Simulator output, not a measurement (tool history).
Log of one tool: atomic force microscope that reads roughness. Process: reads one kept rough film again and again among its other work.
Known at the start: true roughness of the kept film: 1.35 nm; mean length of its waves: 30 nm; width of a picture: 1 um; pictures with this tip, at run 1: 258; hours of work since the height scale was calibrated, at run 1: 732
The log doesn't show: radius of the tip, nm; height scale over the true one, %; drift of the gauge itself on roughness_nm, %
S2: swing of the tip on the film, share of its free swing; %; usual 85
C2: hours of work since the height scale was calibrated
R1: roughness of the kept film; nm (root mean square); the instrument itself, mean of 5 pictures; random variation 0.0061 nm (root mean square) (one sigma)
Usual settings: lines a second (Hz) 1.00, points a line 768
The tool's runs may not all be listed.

run 1 day=0.000 | lines_a_second_(Hz)=1.00 S2=85 points_a_line=768 | pictures_with_this_tip=258 C2=732 | R1=1.074
-- day=1.517 new tip fitted
run 2 day=1.575 | lines_a_second_(Hz)=1.00 S2=85 points_a_line=768 | pictures_with_this_tip=3 C2=758 | R1=1.146
run 3 day=4.012 | lines_a_second_(Hz)=1.00 S2=85 points_a_line=768 | pictures_with_this_tip=113 C2=800 | R1=1.093
run 4 day=5.608 | lines_a_second_(Hz)=1.00 S2=85 points_a_line=768 | pictures_with_this_tip=185 C2=827 | R1=1.081
-- day=8.671 new tip fitted
run 5 day=8.671 | lines_a_second_(Hz)=1.00 S2=85 points_a_line=768 | pictures_with_this_tip=0 C2=879 | R1=1.145
run 6 day=10.379 | lines_a_second_(Hz)=1.00 S2=85 points_a_line=768 | pictures_with_this_tip=78 C2=908 | R1=1.124
run 7 day=13.600 | lines_a_second_(Hz)=1.00 S2=85 points_a_line=324 | pictures_with_this_tip=224 C2=963 | R1=1.064
-- day=15.904 new tip fitted
run 8 day=17.008 | lines_a_second_(Hz)=1.00 S2=85 points_a_line=631 | pictures_with_this_tip=50 C2=1021 | R1=1.139
run 9 day=20.254 | lines_a_second_(Hz)=3.31 S2=85 points_a_line=631 | pictures_with_this_tip=198 C2=1076 | R1=0.885
-- day=23.125 new tip fitted
run 10 day=23.125 | lines_a_second_(Hz)=1.00 S2=85 points_a_line=768 | pictures_with_this_tip=0 C2=1125 | R1=1.155
run 11 day=25.883 | lines_a_second_(Hz)=1.56 S2=56 points_a_line=848 | pictures_with_this_tip=125 C2=1172 | R1=1.183
run 12 day=29.117 | lines_a_second_(Hz)=1.56 S2=56 points_a_line=848 | pictures_with_this_tip=272 C2=1227 | R1=1.133
-- day=30.462 new tip fitted
run 13 day=30.671 | lines_a_second_(Hz)=1.88 S2=63 points_a_line=619 | pictures_with_this_tip=9 C2=1253 | R1=1.212
run 14 day=33.150 | lines_a_second_(Hz)=2.73 S2=81 points_a_line=579 | pictures_with_this_tip=122 C2=1296 | R1=0.982
run 15 day=35.238 | lines_a_second_(Hz)=1.29 S2=85 points_a_line=751 | pictures_with_this_tip=216 C2=1331 | R1=1.037
run 16 day=36.842 | lines_a_second_(Hz)=1.82 S2=58 points_a_line=809 | pictures_with_this_tip=289 C2=1359 | R1=1.106
-- day=37.588 new tip fitted
run 17 day=40.325 | lines_a_second_(Hz)=1.82 S2=74 points_a_line=809 | pictures_with_this_tip=124 C2=1418 | R1=1.097
run 18 day=42.462 | lines_a_second_(Hz)=3.88 S2=66 points_a_line=647 | pictures_with_this_tip=221 C2=1454 | R1=1.025
run 19 day=44.175 | lines_a_second_(Hz)=3.88 S2=66 points_a_line=647 | pictures_with_this_tip=298 C2=1484 | R1=1.008
-- day=44.921 new tip fitted
run 20 day=45.862 | lines_a_second_(Hz)=3.21 S2=64 points_a_line=435 | pictures_with_this_tip=43 C2=1512 | R1=1.133

4 ways to go on from here, each from the tool as it stands after run 20. What would each give?
run A day=49.121 | lines_a_second_(Hz)=3.21 S2=64 points_a_line=271 | pictures_with_this_tip=191 C2=1568 | R1=?
run B day=49.121 | lines_a_second_(Hz)=0.87 S2=64 points_a_line=435 | pictures_with_this_tip=191 C2=1568 | R1=?
run C day=49.121 | lines_a_second_(Hz)=1.64 S2=85 points_a_line=766 | pictures_with_this_tip=191 C2=1568 | R1=?
run D day=49.121 | lines_a_second_(Hz)=1.09 S2=75 points_a_line=468 | pictures_with_this_tip=191 C2=1568 | R1=?

run=A R1=1.056
run=B R1=1.167
run=C R1=1.020
run=D R1=1.123
Without the tool's hidden state the same runs would have given:
run=A R1=1.114
run=B R1=1.231
run=C R1=1.076
run=D R1=1.185
